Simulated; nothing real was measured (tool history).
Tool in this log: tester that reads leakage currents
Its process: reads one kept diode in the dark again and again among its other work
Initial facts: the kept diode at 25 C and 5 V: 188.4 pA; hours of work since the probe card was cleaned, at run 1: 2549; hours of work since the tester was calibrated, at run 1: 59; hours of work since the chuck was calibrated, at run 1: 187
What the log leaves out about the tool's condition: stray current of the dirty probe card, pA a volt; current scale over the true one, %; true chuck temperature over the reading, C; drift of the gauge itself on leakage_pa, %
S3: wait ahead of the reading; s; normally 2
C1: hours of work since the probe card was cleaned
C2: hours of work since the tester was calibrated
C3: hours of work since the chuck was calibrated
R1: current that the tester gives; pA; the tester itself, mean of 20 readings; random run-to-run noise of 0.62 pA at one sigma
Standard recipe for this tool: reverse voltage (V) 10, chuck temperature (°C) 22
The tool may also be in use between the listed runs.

{"run": 1, "hour": 0.0, "reverse voltage (V)": 10, "chuck temperature (°C)": 22, "S3": 2, "C1": 2549, "C2": 59, "C3": 187, "R1": 206.01}
{"run": 2, "hour": 103.4, "reverse voltage (V)": 10, "chuck temperature (°C)": 22, "S3": 2, "C1": 2602, "C2": 112, "C3": 240, "R1": 205.21}
{"run": 3, "hour": 217.0, "reverse voltage (V)": 2.3, "chuck temperature (°C)": 22, "S3": 2, "C1": 2660, "C2": 171, "C3": 298, "R1": 102.48}
{"run": 4, "hour": 358.0, "reverse voltage (V)": 2.3, "chuck temperature (°C)": 22, "S3": 2, "C1": 2733, "C2": 243, "C3": 371, "R1": 102.64}
{"run": 5, "hour": 483.4, "reverse voltage (V)": 2.3, "chuck temperature (°C)": 23, "S3": 2, "C1": 2797, "C2": 308, "C3": 436, "R1": 110.84}
{"run": 6, "hour": 558.4, "reverse voltage (V)": 10, "chuck temperature (°C)": 22, "S3": 7.26, "C1": 2836, "C2": 346, "C3": 474, "R1": 204.4}
{"run": 7, "hour": 650.4, "reverse voltage (V)": 10, "chuck temperature (°C)": 22, "S3": 7.26, "C1": 2883, "C2": 394, "C3": 522, "R1": 205.76}
{"run": 8, "hour": 709.4, "reverse voltage (V)": 10, "chuck temperature (°C)": 22, "S3": 7.26, "C1": 2914, "C2": 424, "C3": 552, "R1": 205.49}
{"run": 9, "hour": 834.6, "reverse voltage (V)": 9.4, "chuck temperature (°C)": 22, "S3": 2, "C1": 2978, "C2": 488, "C3": 616, "R1": 200.67}
{"run": 10, "hour": 954.3, "reverse voltage (V)": 9.4, "chuck temperature (°C)": 22, "S3": 2, "C1": 3040, "C2": 550, "C3": 678, "R1": 199.07}
{"run": 11, "hour": 1052.3, "reverse voltage (V)": 9.4, "chuck temperature (°C)": 22, "S3": 2, "C1": 3090, "C2": 601, "C3": 728, "R1": 200.91}
{"run": 12, "hour": 1172.3, "reverse voltage (V)": 10, "chuck temperature (°C)": 22, "S3": 2, "C1": 3152, "C2": 662, "C3": 790, "R1": 206.15}
{"run": 13, "hour": 1308.2, "reverse voltage (V)": 10, "chuck temperature (°C)": 22, "S3": 2, "C1": 3222, "C2": 732, "C3": 860, "R1": 205.9}
{"run": 14, "hour": 1403.7, "reverse voltage (V)": 10, "chuck temperature (°C)": 22, "S3": 2, "C1": 3271, "C2": 781, "C3": 909, "R1": 205.23}
{"run": 15, "hour": 1529.2, "reverse voltage (V)": 10, "chuck temperature (°C)": 38, "S3": 2, "C1": 3336, "C2": 846, "C3": 974, "R1": 706.91}
{"run": 16, "hour": 1655.6, "reverse voltage (V)": 10, "chuck temperature (°C)": 22, "S3": 2, "C1": 3401, "C2": 911, "C3": 1039, "R1": 204.85}
{"run": 17, "hour": 1785.3, "reverse voltage (V)": 10, "chuck temperature (°C)": 22, "S3": 2, "C1": 3468, "C2": 978, "C3": 1106, "R1": 204.91}
{"run": 18, "hour": 1891.7, "reverse voltage (V)": 2.6, "chuck temperature (°C)": 22, "S3": 2, "C1": 3522, "C2": 1033, "C3": 1161, "R1": 108.31}
{"run": 19, "hour": 2013.2, "reverse voltage (V)": 2.6, "chuck temperature (°C)": 22, "S3": 2, "C1": 3585, "C2": 1095, "C3": 1223, "R1": 108.45}
{"run": 20, "hour": 2115.9, "reverse voltage (V)": 10, "chuck temperature (°C)": 22, "S3": 2, "C1": 3638, "C2": 1148, "C3": 1276, "R1": 205.55}
{"run": 21, "hour": 2174.5, "reverse voltage (V)": 10, "chuck temperature (°C)": 22, "S3": 2, "C1": 3668, "C2": 1178, "C3": 1306, "R1": 205.99}
{"run": 22, "hour": 2265.7, "reverse voltage (V)": 10, "chuck temperature (°C)": 22, "S3": 2, "C1": 3715, "C2": 1225, "C3": 1353, "R1": 206.48}
{"hour": 2323.6, "done": "probe card cleaned and baked"}
{"run": 23, "hour": 2408.3, "reverse voltage (V)": 10, "chuck temperature (°C)": 22, "S3": 2, "C1": 44, "C2": 1297, "C3": 1425, "R1": 204.25}
{"hour": 2514.2, "done": "chuck's temperature calibrated"}
{"run": 24, "hour": 2533.9, "reverse voltage (V)": 10, "chuck temperature (°C)": 45, "S3": 2, "C1": 107, "C2": 1361, "C3": 10, "R1": 1175.21}
{"run": 25, "hour": 2651.6, "reverse voltage (V)": 1, "chuck temperature (°C)": 31, "S3": 2, "C1": 168, "C2": 1421, "C3": 71, "R1": 140.7}
{"run": 26, "hour": 2737.4, "reverse voltage (V)": 1, "chuck temperature (°C)": 31, "S3": 1.12, "C1": 212, "C2": 1465, "C3": 115, "R1": 141}
{"run": 27, "hour": 2814.1, "reverse voltage (V)": 10, "chuck temperature (°C)": 39, "S3": 4.71, "C1": 251, "C2": 1505, "C3": 154, "R1": 759.92}
{"run": 28, "hour": 2928.8, "reverse voltage (V)": 2.4, "chuck temperature (°C)": 39, "S3": 1.12, "C1": 311, "C2": 1564, "C3": 213, "R1": 387.08}
{"run": 29, "hour": 3035.2, "reverse voltage (V)": 10, "chuck temperature (°C)": 22, "S3": 5.96, "C1": 365, "C2": 1619, "C3": 268, "R1": 206.05}
{"run": 30, "hour": 3145.5, "reverse voltage (V)": 10, "chuck temperature (°C)": 29, "S3": 1.98, "C1": 422, "C2": 1676, "C3": 325, "R1": 358.43}
{"run": 31, "hour": 3265.8, "reverse voltage (V)": 10, "chuck temperature (°C)": 29, "S3": 1.98, "C1": 484, "C2": 1737, "C3": 387, "R1": 356.39}

Run 32, settings as shown, results not yet in. Your forecast:
{"run": 32, "hour": 3386.9, "reverse voltage (V)": 10, "chuck temperature (°C)": 22, "S3": 1.91, "C1": 546, "C2": 1800, "C3": 449, "R1": "?"}

For run 32 the tool returned R1 204.08 pA.
The same run, on a tool lacking any hidden state, would have yielded R1 204.17 pA.

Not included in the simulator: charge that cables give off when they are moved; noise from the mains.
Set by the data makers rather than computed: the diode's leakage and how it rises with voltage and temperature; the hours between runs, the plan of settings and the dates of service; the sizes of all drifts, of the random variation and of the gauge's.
